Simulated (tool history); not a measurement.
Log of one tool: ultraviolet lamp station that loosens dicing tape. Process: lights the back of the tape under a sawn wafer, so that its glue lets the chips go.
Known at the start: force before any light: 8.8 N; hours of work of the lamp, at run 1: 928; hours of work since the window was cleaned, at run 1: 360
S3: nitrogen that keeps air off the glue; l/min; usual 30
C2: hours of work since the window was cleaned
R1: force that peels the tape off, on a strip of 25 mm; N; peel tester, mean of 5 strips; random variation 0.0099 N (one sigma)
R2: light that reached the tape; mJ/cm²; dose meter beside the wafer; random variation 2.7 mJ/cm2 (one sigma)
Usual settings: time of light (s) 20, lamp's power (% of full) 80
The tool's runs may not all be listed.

Run 1, hour 0.0: usual settings; hours of work of the lamp 928; C2 360. Result: R1 0.796 N, R2 276 mJ/cm².
Run 2, hour 48.7: usual settings but lamp's power (% of full) 61; hours of work of the lamp 954; C2 386. Result: R1 1.341 N, R2 210 mJ/cm².
Run 3, hour 94.7: usual settings but lamp's power (% of full) 61; hours of work of the lamp 978; C2 411. Result: R1 1.442 N, R2 209 mJ/cm².
Run 4, hour 128.3: usual settings but lamp's power (% of full) 61; hours of work of the lamp 996; C2 429. Result: R1 1.420 N, R2 207 mJ/cm².
Run 5, hour 168.8: usual settings; hours of work of the lamp 1018; C2 450. Result: R1 0.835 N, R2 273 mJ/cm².
Run 6, hour 205.5: usual settings; hours of work of the lamp 1038; C2 470. Result: R1 0.841 N, R2 266 mJ/cm².
Run 7, hour 267.0: usual settings; hours of work of the lamp 1070; C2 503. Result: R1 0.870 N, R2 262 mJ/cm².
Run 8, hour 314.3: usual settings; hours of work of the lamp 1096; C2 528. Result: R1 0.900 N, R2 259 mJ/cm².
Run 9, hour 370.3: usual settings; hours of work of the lamp 1125; C2 558. Result: R1 0.914 N, R2 256 mJ/cm².
Run 10, hour 409.3: usual settings; hours of work of the lamp 1146; C2 578. Result: R1 0.955 N, R2 254 mJ/cm².
Run 11, hour 440.0: usual settings but time of light (s) 13; hours of work of the lamp 1163; C2 595. Result: R1 2.049 N, R2 167 mJ/cm².
Run 12, hour 496.5: usual settings; hours of work of the lamp 1193; C2 625. Result: R1 0.990 N, R2 248 mJ/cm².
Run 13, hour 526.3: usual settings; hours of work of the lamp 1209; C2 641. Result: R1 1.002 N, R2 248 mJ/cm².
Run 14, hour 564.5: usual settings; hours of work of the lamp 1229; C2 661. Result: R1 1.005 N, R2 246 mJ/cm².
At hour 570.3: window cleaned of glue's vapour.
Run 15, hour 618.3: usual settings; hours of work of the lamp 1257; C2 26. Result: R1 0.756 N, R2 281 mJ/cm².
Run 16, hour 675.9: usual settings but time of light (s) 14; hours of work of the lamp 1288; C2 56. Result: R1 1.598 N, R2 193 mJ/cm².
Run 17, hour 713.3: usual settings but time of light (s) 14; hours of work of the lamp 1308; C2 76. Result: R1 1.606 N, R2 189 mJ/cm².
Run 18, hour 740.3: usual settings but time of light (s) 14; hours of work of the lamp 1322; C2 91. Result: R1 1.620 N, R2 192 mJ/cm².
Run 19, hour 770.3: usual settings but time of light (s) 14; hours of work of the lamp 1338; C2 107. Result: R1 1.674 N, R2 189 mJ/cm².
Run 20, hour 811.6: usual settings; hours of work of the lamp 1360; C2 129. Result: R1 0.852 N, R2 268 mJ/cm².
Run 21, hour 843.6: usual settings but lamp's power (% of full) 95; hours of work of the lamp 1377; C2 146. Result: R1 0.562 N, R2 316 mJ/cm².
Run 22, hour 907.9: usual settings but time of light (s) 10, lamp's power (% of full) 77, S3 25 l/min; hours of work of the lamp 1412; C2 180. Result: R1 2.974 N, R2 124 mJ/cm².
Run 23, hour 954.9: usual settings but time of light (s) 27, lamp's power (% of full) 99, S3 20 l/min; hours of work of the lamp 1437; C2 205. Result: R1 0.331 N, R2 428 mJ/cm².
Run 24, hour 1000.8: usual settings but time of light (s) 11, lamp's power (% of full) 75, S3 20 l/min; hours of work of the lamp 1461; C2 229. Result: R1 3.105 N, R2 133 mJ/cm².
Run 25, hour 1046.0: usual settings but time of light (s) 11, lamp's power (% of full) 75, S3 20 l/min; hours of work of the lamp 1485; C2 254. Result: R1 3.206 N, R2 131 mJ/cm².
At hour 1052.7: lamp changed.
Run 26, hour 1102.9: usual settings but time of light (s) 11, lamp's power (% of full) 75, S3 20 l/min; hours of work of the lamp 27; C2 283. Result: R1 2.291 N, R2 168 mJ/cm².
Run 27, hour 1130.8: usual settings but time of light (s) 27; hours of work of the lamp 42; C2 298. Result: R1 0.217 N, R2 445 mJ/cm².
Run 28, hour 1188.2: usual settings but lamp's power (% of full) 76, S3 16 l/min; hours of work of the lamp 72; C2 329. Result: R1 0.967 N, R2 306 mJ/cm².
Run 29, hour 1217.8: usual settings but time of light (s) 40; hours of work of the lamp 88; C2 345. Result: R1 0.079 N, R2 635 mJ/cm².
Run 30, hour 1256.6: usual settings but time of light (s) 24, lamp's power (% of full) 81, S3 58 l/min; hours of work of the lamp 109; C2 365. Result: R1 0.196 N, R2 383 mJ/cm².
Run 31, hour 1320.5: usual settings but time of light (s) 14; hours of work of the lamp 143; C2 399. Result: R1 1.242 N, R2 218 mJ/cm².
Run 32, hour 1363.8: usual settings but time of light (s) 37, lamp's power (% of full) 61; hours of work of the lamp 166; C2 422. Result: R1 0.213 N, R2 431 mJ/cm².
Run 33, hour 1419.9: usual settings but time of light (s) 37; hours of work of the lamp 196; C2 452. Result: R1 0.107 N, R2 570 mJ/cm².
Run 34, hour 1447.1: usual settings but lamp's power (% of full) 96, S3 12 l/min; hours of work of the lamp 210; C2 467. Result: R1 0.804 N, R2 369 mJ/cm².
Run 35, hour 1503.2: usual settings but time of light (s) 36, lamp's power (% of full) 87, S3 15 l/min; hours of work of the lamp 240; C2 497. Result: R1 0.169 N, R2 585 mJ/cm².
Run 36, hour 1534.4: usual settings but time of light (s) 36, lamp's power (% of full) 93, S3 23 l/min; hours of work of the lamp 257; C2 513. Result: R1 0.103 N, R2 629 mJ/cm².
Run 37, hour 1587.2: usual settings but time of light (s) 13; hours of work of the lamp 285; C2 541. Result: R1 1.576 N, R2 195 mJ/cm².
Run 38, hour 1621.8: usual settings but time of light (s) 33, lamp's power (% of full) 79, S3 12 l/min; hours of work of the lamp 303; C2 560. Result: R1 0.395 N, R2 483 mJ/cm².
Run 39, hour 1679.2: usual settings but time of light (s) 24; hours of work of the lamp 334; C2 590. Result: R1 0.441 N, R2 351 mJ/cm².
Run 40, hour 1738.0: usual settings but lamp's power (% of full) 73, S3 19 l/min; hours of work of the lamp 365; C2 622. Result: R1 1.189 N, R2 263 mJ/cm².
Run 41, hour 1799.0: usual settings but time of light (s) 37, lamp's power (% of full) 86, S3 29 l/min; hours of work of the lamp 398; C2 654. Result: R1 0.106 N, R2 567 mJ/cm².

Forecast each of these 3 alternatives for the next run:
At hour 1815.3: window cleaned of glue's vapour.
Run A, hour 1849.2: usual settings but time of light (s) 24, S3 14 l/min; hours of work of the lamp 424; C2 18. Result: R1 ?, R2 ?.
At hour 1815.3: window cleaned of glue's vapour.
Run B, hour 1849.2: usual settings but time of light (s) 37, lamp's power (% of full) 86, S3 12 l/min; hours of work of the lamp 424; C2 18. Result: R1 ?, R2 ?.
At hour 1815.3: window cleaned of glue's vapour.
Run C, hour 1849.2: usual settings but S3 26 l/min; hours of work of the lamp 424; C2 18. Result: R1 ?, R2 ?.

run     R1   R2
  A  0.608  391
  B  0.167  641
  C  0.592  324
Without the tool's hidden state the same runs would have given:
run     R1   R2
  A  0.493  424
  B  0.131  695
  C  0.478  352
